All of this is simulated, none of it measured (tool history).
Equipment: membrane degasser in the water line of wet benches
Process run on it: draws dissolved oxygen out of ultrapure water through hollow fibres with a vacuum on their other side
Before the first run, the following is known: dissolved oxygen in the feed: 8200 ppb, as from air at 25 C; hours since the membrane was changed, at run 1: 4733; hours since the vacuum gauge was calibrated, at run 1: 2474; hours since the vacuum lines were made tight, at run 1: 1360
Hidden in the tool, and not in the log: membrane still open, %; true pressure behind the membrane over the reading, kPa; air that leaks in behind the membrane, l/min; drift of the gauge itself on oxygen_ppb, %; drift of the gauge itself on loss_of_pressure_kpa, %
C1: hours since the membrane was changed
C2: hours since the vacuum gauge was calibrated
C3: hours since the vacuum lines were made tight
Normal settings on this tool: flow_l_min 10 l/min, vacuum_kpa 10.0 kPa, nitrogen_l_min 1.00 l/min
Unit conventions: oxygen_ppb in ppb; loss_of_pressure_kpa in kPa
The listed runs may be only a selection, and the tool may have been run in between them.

{"run": 1, "hour": 0.0, "flow_l_min": 10, "vacuum_kpa": 10.0, "nitrogen_l_min": 1.0, "C1": 4733, "C2": 2474, "C3": 1360, "oxygen_ppb": 197.8, "loss_of_pressure_kpa": 54.33}
{"run": 2, "hour": 67.7, "flow_l_min": 10, "vacuum_kpa": 10.0, "nitrogen_l_min": 1.0, "C1": 4801, "C2": 2542, "C3": 1428, "oxygen_ppb": 198.1, "loss_of_pressure_kpa": 54.18}
{"run": 3, "hour": 146.5, "flow_l_min": 10, "vacuum_kpa": 10.0, "nitrogen_l_min": 1.0, "C1": 4880, "C2": 2621, "C3": 1507, "oxygen_ppb": 199.0, "loss_of_pressure_kpa": 54.44}
{"run": 4, "hour": 217.6, "flow_l_min": 10, "vacuum_kpa": 10.0, "nitrogen_l_min": 1.0, "C1": 4951, "C2": 2692, "C3": 1578, "oxygen_ppb": 199.3, "loss_of_pressure_kpa": 53.99}
{"run": 5, "hour": 344.6, "flow_l_min": 10, "vacuum_kpa": 10.0, "nitrogen_l_min": 1.0, "C1": 5078, "C2": 2819, "C3": 1705, "oxygen_ppb": 199.9, "loss_of_pressure_kpa": 54.44}
{"run": 6, "hour": 466.1, "flow_l_min": 10, "vacuum_kpa": 10.0, "nitrogen_l_min": 2.89, "C1": 5199, "C2": 2940, "C3": 1826, "oxygen_ppb": 97.5, "loss_of_pressure_kpa": 54.16}
{"run": 7, "hour": 519.9, "flow_l_min": 10, "vacuum_kpa": 10.0, "nitrogen_l_min": 2.89, "C1": 5253, "C2": 2994, "C3": 1880, "oxygen_ppb": 96.3, "loss_of_pressure_kpa": 53.96}
{"run": 8, "hour": 636.5, "flow_l_min": 10, "vacuum_kpa": 10.0, "nitrogen_l_min": 2.89, "C1": 5370, "C2": 3111, "C3": 1997, "oxygen_ppb": 96.9, "loss_of_pressure_kpa": 54.46}
{"run": 9, "hour": 742.7, "flow_l_min": 7, "vacuum_kpa": 10.0, "nitrogen_l_min": 2.89, "C1": 5476, "C2": 3217, "C3": 2103, "oxygen_ppb": 49.2, "loss_of_pressure_kpa": 38.14}
{"run": 10, "hour": 797.4, "flow_l_min": 7, "vacuum_kpa": 10.0, "nitrogen_l_min": 2.89, "C1": 5531, "C2": 3272, "C3": 2158, "oxygen_ppb": 50.6, "loss_of_pressure_kpa": 38.19}
{"run": 11, "hour": 872.4, "flow_l_min": 10, "vacuum_kpa": 8.9, "nitrogen_l_min": 1.86, "C1": 5606, "C2": 3347, "C3": 2233, "oxygen_ppb": 116.7, "loss_of_pressure_kpa": 54.63}
{"run": 12, "hour": 970.3, "flow_l_min": 11, "vacuum_kpa": 12.3, "nitrogen_l_min": 2.04, "C1": 5704, "C2": 3445, "C3": 2331, "oxygen_ppb": 178.1, "loss_of_pressure_kpa": 60.01}
{"run": 13, "hour": 1080.7, "flow_l_min": 13, "vacuum_kpa": 10.0, "nitrogen_l_min": 1.0, "C1": 5814, "C2": 3555, "C3": 2441, "oxygen_ppb": 315.9, "loss_of_pressure_kpa": 70.89}
{"run": 14, "hour": 1155.9, "flow_l_min": 12, "vacuum_kpa": 14.0, "nitrogen_l_min": 0.52, "C1": 5889, "C2": 3630, "C3": 2516, "oxygen_ppb": 595.6, "loss_of_pressure_kpa": 65.61}
{"run": 15, "hour": 1212.9, "flow_l_min": 12, "vacuum_kpa": 14.0, "nitrogen_l_min": 0.52, "C1": 5946, "C2": 3687, "C3": 2573, "oxygen_ppb": 603.7, "loss_of_pressure_kpa": 65.7}
{"hour": 1241.7, "done": "vacuum gauge calibrated"}
{"run": 16, "hour": 1326.8, "flow_l_min": 12, "vacuum_kpa": 14.0, "nitrogen_l_min": 0.52, "C1": 6060, "C2": 85, "C3": 2687, "oxygen_ppb": 604.3, "loss_of_pressure_kpa": 65.73}

Here are 3 independent what-if runs from the current tool condition. What would each one return?
{"run": "A", "hour": 1379.9, "flow_l_min": 14, "vacuum_kpa": 7.7, "nitrogen_l_min": 2.25, "C1": 6113, "C2": 138, "C3": 2740, "oxygen_ppb": "?", "loss_of_pressure_kpa": "?"}
{"run": "B", "hour": 1379.9, "flow_l_min": 10, "vacuum_kpa": 10.9, "nitrogen_l_min": 1.0, "C1": 6113, "C2": 138, "C3": 2740, "oxygen_ppb": "?", "loss_of_pressure_kpa": "?"}
{"run": "C", "hour": 1379.9, "flow_l_min": 9, "vacuum_kpa": 17.2, "nitrogen_l_min": 1.46, "C1": 6113, "C2": 138, "C3": 2740, "oxygen_ppb": "?", "loss_of_pressure_kpa": "?"}

run=A oxygen_ppb=211.1 loss_of_pressure_kpa=76.45
run=B oxygen_ppb=221.2 loss_of_pressure_kpa=54.80
run=C oxygen_ppb=239.4 loss_of_pressure_kpa=49.27
Had the tool no hidden state, the same runs would have come out as:
run=A oxygen_ppb=175.9 loss_of_pressure_kpa=71.73
run=B oxygen_ppb=203.7 loss_of_pressure_kpa=51.42
run=C oxygen_ppb=223.0 loss_of_pressure_kpa=46.23
